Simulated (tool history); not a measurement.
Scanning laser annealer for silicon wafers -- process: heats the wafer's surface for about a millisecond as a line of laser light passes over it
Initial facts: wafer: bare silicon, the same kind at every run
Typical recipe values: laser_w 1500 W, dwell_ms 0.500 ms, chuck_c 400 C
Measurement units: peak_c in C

run 1 day=0.000 | laser_w=1500 dwell_ms=0.500 chuck_c=400 | peak_c=1244
run 2 day=0.529 | laser_w=1500 dwell_ms=0.500 chuck_c=400 | peak_c=1245
run 3 day=1.058 | laser_w=1500 dwell_ms=0.364 chuck_c=400 | peak_c=1102
run 4 day=1.412 | laser_w=1500 dwell_ms=0.364 chuck_c=400 | peak_c=1103
run 5 day=1.738 | laser_w=1429 dwell_ms=0.500 chuck_c=400 | peak_c=1206
run 6 day=2.117 | laser_w=1429 dwell_ms=0.500 chuck_c=400 | peak_c=1210
run 7 day=2.688 | laser_w=1500 dwell_ms=0.500 chuck_c=424 | peak_c=1268
run 8 day=3.075 | laser_w=1500 dwell_ms=0.500 chuck_c=424 | peak_c=1267
run 9 day=3.408 | laser_w=1500 dwell_ms=0.500 chuck_c=400 | peak_c=1245
run 10 day=3.688 | laser_w=1500 dwell_ms=0.500 chuck_c=400 | peak_c=1247
-- day=3.896 window over the wafer cleaned
run 11 day=4.312 | laser_w=1500 dwell_ms=0.500 chuck_c=400 | peak_c=1246
run 12 day=4.962 | laser_w=1500 dwell_ms=0.500 chuck_c=400 | peak_c=1248
run 13 day=5.479 | laser_w=1500 dwell_ms=0.500 chuck_c=400 | peak_c=1247
run 14 day=5.779 | laser_w=1500 dwell_ms=0.500 chuck_c=400 | peak_c=1247
run 15 day=6.288 | laser_w=1500 dwell_ms=0.500 chuck_c=400 | peak_c=1248
run 16 day=6.929 | laser_w=1500 dwell_ms=0.500 chuck_c=400 | peak_c=1247
run 17 day=7.375 | laser_w=1500 dwell_ms=0.500 chuck_c=400 | peak_c=1247
run 18 day=8.021 | laser_w=1500 dwell_ms=0.500 chuck_c=400 | peak_c=1245
run 19 day=8.462 | laser_w=1500 dwell_ms=0.500 chuck_c=400 | peak_c=1244
run 20 day=9.062 | laser_w=1500 dwell_ms=0.500 chuck_c=400 | peak_c=1249
run 21 day=9.679 | laser_w=1585 dwell_ms=0.404 chuck_c=400 | peak_c=1185
run 22 day=9.958 | laser_w=1585 dwell_ms=0.404 chuck_c=400 | peak_c=1186
run 23 day=10.242 | laser_w=1344 dwell_ms=0.513 chuck_c=368 | peak_c=1142
run 24 day=10.800 | laser_w=1344 dwell_ms=0.513 chuck_c=412 | peak_c=1189
run 25 day=11.408 | laser_w=1344 dwell_ms=0.359 chuck_c=412 | peak_c=1043
run 26 day=12.029 | laser_w=1344 dwell_ms=0.359 chuck_c=412 | peak_c=1040
run 27 day=12.462 | laser_w=1344 dwell_ms=0.359 chuck_c=412 | peak_c=1039
run 28 day=13.083 | laser_w=1500 dwell_ms=0.468 chuck_c=389 | peak_c=1204
run 29 day=13.617 | laser_w=1500 dwell_ms=0.468 chuck_c=389 | peak_c=1203
run 30 day=14.254 | laser_w=1500 dwell_ms=0.357 chuck_c=436 | peak_c=1130
run 31 day=14.633 | laser_w=1450 dwell_ms=0.562 chuck_c=400 | peak_c=1276
run 32 day=14.958 | laser_w=1309 dwell_ms=0.499 chuck_c=363 | peak_c=1107
run 33 day=15.271 | laser_w=1466 dwell_ms=0.553 chuck_c=363 | peak_c=1239
run 34 day=15.546 | laser_w=1399 dwell_ms=0.553 chuck_c=363 | peak_c=1206
run 35 day=16.079 | laser_w=1399 dwell_ms=0.553 chuck_c=363 | peak_c=1204
run 36 day=16.625 | laser_w=1368 dwell_ms=0.438 chuck_c=404 | peak_c=1121
run 37 day=16.975 | laser_w=1368 dwell_ms=0.438 chuck_c=361 | peak_c=1079
run 38 day=17.479 | laser_w=1368 dwell_ms=0.366 chuck_c=388 | peak_c=1036
run 39 day=17.925 | laser_w=1512 dwell_ms=0.500 chuck_c=376 | peak_c=1227
run 40 day=18.512 | laser_w=1557 dwell_ms=0.556 chuck_c=412 | peak_c=1345

Alternative continuations, all from the tool just after run 40; predict every row:
run A day=18.838 | laser_w=1557 dwell_ms=0.535 chuck_c=432 | peak_c=?
run B day=18.838 | laser_w=1445 dwell_ms=0.572 chuck_c=412 | peak_c=?
run C day=18.838 | laser_w=1347 dwell_ms=0.556 chuck_c=387 | peak_c=?
run D day=18.838 | laser_w=1521 dwell_ms=0.443 chuck_c=400 | peak_c=?
run E day=18.838 | laser_w=1508 dwell_ms=0.536 chuck_c=412 | peak_c=?

run=A peak_c=1340
run=B peak_c=1297
run=C peak_c=1202
run=D peak_c=1199
run=E peak_c=1299
With no hidden state in the tool, these same runs would have given:
run=A peak_c=1342
run=B peak_c=1300
run=C peak_c=1204
run=D peak_c=1201
run=E peak_c=1301
